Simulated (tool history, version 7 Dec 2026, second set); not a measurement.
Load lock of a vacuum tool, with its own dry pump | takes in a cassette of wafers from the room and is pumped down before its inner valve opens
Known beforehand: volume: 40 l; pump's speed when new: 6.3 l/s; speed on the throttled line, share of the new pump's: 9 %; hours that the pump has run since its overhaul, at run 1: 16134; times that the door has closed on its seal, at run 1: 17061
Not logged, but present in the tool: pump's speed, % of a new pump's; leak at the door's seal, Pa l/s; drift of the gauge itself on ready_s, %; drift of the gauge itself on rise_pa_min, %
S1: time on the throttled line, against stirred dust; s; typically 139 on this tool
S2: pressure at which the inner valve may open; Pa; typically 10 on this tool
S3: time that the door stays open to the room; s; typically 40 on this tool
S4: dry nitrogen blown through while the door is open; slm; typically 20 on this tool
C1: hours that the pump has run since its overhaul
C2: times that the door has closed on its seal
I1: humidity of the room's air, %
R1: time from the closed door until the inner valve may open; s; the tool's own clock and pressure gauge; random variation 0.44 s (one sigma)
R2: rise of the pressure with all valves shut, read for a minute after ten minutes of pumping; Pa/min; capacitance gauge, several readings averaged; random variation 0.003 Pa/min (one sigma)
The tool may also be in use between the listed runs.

| run | hour | S1 | S2 | S3 | S4 | C1 | C2 | I1 | R1 | R2 |
|---|---|---|---|---|---|---|---|---|---|---|
| 1 | 0.0 | 139 | 10 | 40 | 20 | 16134 | 17061 | 41.9 | 185.5 | 0.014 |
| 2 | 565.8 | 139 | 10 | 40 | 20 | 16700 | 18435 | 41.8 | 185.1 | 0.016 |
| 3 | 1131.2 | 139 | 10 | 158 | 20 | 17266 | 19808 | 44.9 | 185.0 | 0.038 |
| 4 | 1564.7 | 139 | 10 | 158 | 20 | 17699 | 20860 | 46.8 | 186.2 | 0.037 |
| 5 | 2096.0 | 139 | 10 | 40 | 9 | 18230 | 22151 | 43.6 | 185.1 | 0.023 |
| 6 | 2652.5 | 139 | 10 | 40 | 9 | 18787 | 23502 | 46.5 | 185.5 | 0.023 |
| 7 | 3136.0 | 139 | 10 | 40 | 9 | 19270 | 24676 | 41.7 | 184.6 | 0.021 |
|  | 3429.6 | dry pump taken out, an overhauled one fitted |
| 8 | 3670.8 | 139 | 10 | 40 | 9 | 241 | 25960 | 45.5 | 184.8 | 0.016 |
| 9 | 4237.8 | 139 | 10 | 40 | 9 | 808 | 27337 | 44.9 | 185.4 | 0.020 |
| 10 | 4552.3 | 139 | 10 | 40 | 20 | 1123 | 28100 | 46.1 | 185.2 | 0.018 |
| 11 | 5004.8 | 139 | 10 | 40 | 20 | 1575 | 29199 | 46.8 | 185.2 | 0.019 |
| 12 | 5521.6 | 96 | 12 | 40 | 4 | 2092 | 30454 | 43.5 | 145.1 | 0.028 |
| 13 | 6096.3 | 253 | 7 | 40 | 20 | 2667 | 31850 | 48.3 | 292.2 | 0.022 |
| 14 | 6527.5 | 253 | 7 | 40 | 20 | 3098 | 32897 | 46.8 | 292.3 | 0.017 |
| 15 | 7115.4 | 150 | 9 | 75 | 16 | 3686 | 34324 | 45.4 | 195.6 | 0.023 |
| 16 | 7543.9 | 116 | 8 | 177 | 6 | 4114 | 35365 | 43.9 | 166.6 | 0.063 |
| 17 | 7968.4 | 116 | 8 | 177 | 6 | 4539 | 36395 | 46.9 | 166.2 | 0.066 |
| 18 | 8365.2 | 116 | 9 | 177 | 14 | 4936 | 37359 | 48.1 | 165.7 | 0.051 |
| 19 | 8746.6 | 131 | 9 | 27 | 12 | 5317 | 38285 | 44.8 | 178.8 | 0.013 |
| 20 | 9022.1 | 90 | 19 | 82 | 12 | 5593 | 38954 | 43.9 | 136.8 | 0.028 |
| 21 | 9633.8 | 90 | 19 | 82 | 12 | 6204 | 40439 | 42.4 | 136.7 | 0.023 |

4 options for the next run, each taken on its own from the tool as it stands now. Forecast them:
| A | 10246.4 | 90 | 9 | 99 | 12 | 6817 | 41927 | 46.4 | ? | ? |
| B | 10246.4 | 89 | 10 | 144 | 20 | 6817 | 41927 | 45.7 | ? | ? |
| C | 10246.4 | 166 | 10 | 45 | 36 | 6817 | 41927 | 43.8 | ? | ? |
| D | 10246.4 | 123 | 10 | 82 | 24 | 6817 | 41927 | 40.4 | ? | ? |

| run | R1 | R2 |
|---|---|---|
| A | 142.1 | 0.036 |
| B | 139.5 | 0.038 |
| C | 210.0 | 0.006 |
| D | 171.5 | 0.013 |
Stripped of hidden state, with their random variation kept, the same runs would have yielded:
| run | R1 | R2 |
|---|---|---|
| A | 142.1 | 0.035 |
| B | 139.5 | 0.037 |
| C | 210.0 | 0.005 |
| D | 171.5 | 0.012 |

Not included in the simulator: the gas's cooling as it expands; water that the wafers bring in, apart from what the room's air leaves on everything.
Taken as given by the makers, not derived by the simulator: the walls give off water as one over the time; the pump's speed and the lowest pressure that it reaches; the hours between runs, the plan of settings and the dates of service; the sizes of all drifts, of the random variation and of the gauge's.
